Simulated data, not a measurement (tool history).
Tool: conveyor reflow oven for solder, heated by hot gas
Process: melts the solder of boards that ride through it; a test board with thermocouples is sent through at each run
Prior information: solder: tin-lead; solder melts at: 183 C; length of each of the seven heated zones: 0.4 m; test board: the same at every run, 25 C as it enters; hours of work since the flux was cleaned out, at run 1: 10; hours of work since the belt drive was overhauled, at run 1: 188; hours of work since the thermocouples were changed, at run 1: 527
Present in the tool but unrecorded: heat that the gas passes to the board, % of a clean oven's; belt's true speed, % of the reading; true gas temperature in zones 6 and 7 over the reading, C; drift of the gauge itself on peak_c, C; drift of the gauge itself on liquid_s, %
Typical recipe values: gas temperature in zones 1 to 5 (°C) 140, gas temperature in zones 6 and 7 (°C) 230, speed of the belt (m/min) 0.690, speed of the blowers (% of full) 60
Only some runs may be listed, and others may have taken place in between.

run	hour	gas temperature in zones 1 to 5 (°C)	gas temperature in zones 6 and 7 (°C)	speed of the belt (m/min)	speed of the blowers (% of full)	hours of work since the flux was cleaned out	hours of work since the belt drive was overhauled	hours of work since the thermocouples were changed	highest temperature of the board (°C)	time above the solder's melting point (s)
1	0.0	140	230	0.690	60	10	188	527	212.7	49.1
2	7.6	140	230	0.690	60	16	194	532	212.9	49.0
3	15.4	140	230	0.690	60	21	200	538	212.7	49.0
4	25.0	140	230	0.690	60	29	207	546	212.9	49.0
5	33.8	140	230	0.690	60	35	214	552	212.8	49.2
6	42.2	140	230	0.690	60	42	220	559	212.7	49.1
7	48.1	140	230	0.776	60	46	225	563	208.7	39.7
8	56.4	140	233	0.690	60	53	231	569	215.1	51.2
9	65.2	140	233	0.690	60	59	238	576	215.4	51.2
10	72.7	140	233	0.690	60	65	243	582	215.5	51.2
11	80.4	140	233	0.690	60	71	249	588	215.5	51.0
12	85.3	140	233	0.690	60	75	253	591	215.4	51.2
13	93.2	140	233	0.690	85	81	259	597	220.3	55.2
14	101.7	140	230	0.690	60	87	265	604	212.9	49.1
15	110.0	140	240	0.690	62	93	272	610	221.9	55.5
# hour 119.8: thermocouples of zones 6 and 7 changed
16	122.4	140	228	0.552	60	101	280	2	217.0	67.6
17	128.8	140	232	0.552	60	106	284	7	220.8	70.0
18	137.6	140	230	0.617	60	113	291	14	216.1	58.5
19	147.6	140	238	0.690	60	120	299	21	219.6	54.0
20	155.6	140	238	0.690	60	127	305	27	219.6	53.9

The next listed run, before its measurement:
21	166.9	137	219	0.616	73	135	313	36	?	?

{"run 21": {"highest temperature of the board (°C)": 208.3, "time above the solder's melting point (s)": 51.8}}
With the hidden condition absent and the run-to-run variation left alone, this run would have shown highest temperature of the board (°C) 208.3, time above the solder's melting point (s) 51.8.
